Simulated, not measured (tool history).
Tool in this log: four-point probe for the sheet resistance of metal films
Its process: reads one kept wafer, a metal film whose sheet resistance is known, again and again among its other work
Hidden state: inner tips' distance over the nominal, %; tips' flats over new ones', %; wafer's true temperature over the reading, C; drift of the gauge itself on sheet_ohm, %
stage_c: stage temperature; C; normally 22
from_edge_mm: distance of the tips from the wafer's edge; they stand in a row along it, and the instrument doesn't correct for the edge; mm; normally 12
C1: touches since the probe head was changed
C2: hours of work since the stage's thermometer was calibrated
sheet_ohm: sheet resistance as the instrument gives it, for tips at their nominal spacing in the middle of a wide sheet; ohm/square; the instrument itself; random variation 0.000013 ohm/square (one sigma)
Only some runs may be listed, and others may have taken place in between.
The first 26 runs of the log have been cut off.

run 27 hour=680.1 | stage_c=24 from_edge_mm=6 | C1=113200 C2=88 | sheet_ohm=0.063184
run 28 hour=695.7 | stage_c=30 from_edge_mm=12 | C1=114050 C2=101 | sheet_ohm=0.062959
run 29 hour=716.8 | stage_c=26 from_edge_mm=22 | C1=115195 C2=117 | sheet_ohm=0.062845
run 30 hour=736.7 | stage_c=33 from_edge_mm=5 | C1=116277 C2=133 | sheet_ohm=0.063465
run 31 hour=774.4 | stage_c=33 from_edge_mm=5 | C1=118320 C2=163 | sheet_ohm=0.063464
run 32 hour=791.8 | stage_c=18 from_edge_mm=16 | C1=119266 C2=177 | sheet_ohm=0.062794
run 33 hour=809.1 | stage_c=33 from_edge_mm=6 | C1=120206 C2=191 | sheet_ohm=0.063312
run 34 hour=833.5 | stage_c=21 from_edge_mm=8 | C1=121533 C2=210 | sheet_ohm=0.062989
run 35 hour=854.6 | stage_c=21 from_edge_mm=8 | C1=122679 C2=227 | sheet_ohm=0.063010
run 36 hour=891.5 | stage_c=22 from_edge_mm=37 | C1=124685 C2=257 | sheet_ohm=0.062806
run 37 hour=922.5 | stage_c=22 from_edge_mm=43 | C1=126369 C2=281 | sheet_ohm=0.062813
run 38 hour=960.2 | stage_c=22 from_edge_mm=43 | C1=128417 C2=311 | sheet_ohm=0.062831
run 39 hour=978.9 | stage_c=34 from_edge_mm=4 | C1=129430 C2=326 | sheet_ohm=0.063798
run 40 hour=1012.3 | stage_c=19 from_edge_mm=6 | C1=131247 C2=353 | sheet_ohm=0.063163
run 41 hour=1027.9 | stage_c=22 from_edge_mm=4 | C1=132092 C2=365 | sheet_ohm=0.063663
run 42 hour=1051.1 | stage_c=22 from_edge_mm=4 | C1=133351 C2=384 | sheet_ohm=0.063661
run 43 hour=1076.1 | stage_c=22 from_edge_mm=10 | C1=134709 C2=404 | sheet_ohm=0.062954
run 44 hour=1110.4 | stage_c=22 from_edge_mm=10 | C1=136572 C2=431 | sheet_ohm=0.062958

Alternative continuations, all from the tool just after run 44; predict every row:
run A hour=1145.8 | stage_c=21 from_edge_mm=10 | C1=138495 C2=459 | sheet_ohm=?
run B hour=1145.8 | stage_c=21 from_edge_mm=10 | C1=138495 C2=459 | sheet_ohm=?
run C hour=1145.8 | stage_c=24 from_edge_mm=13 | C1=138495 C2=459 | sheet_ohm=?

run=A sheet_ohm=0.062971
run=B sheet_ohm=0.062943
run=C sheet_ohm=0.062939
Without the tool's hidden state the same runs would have given:
run=A sheet_ohm=0.062820
run=B sheet_ohm=0.062792
run=C sheet_ohm=0.062787
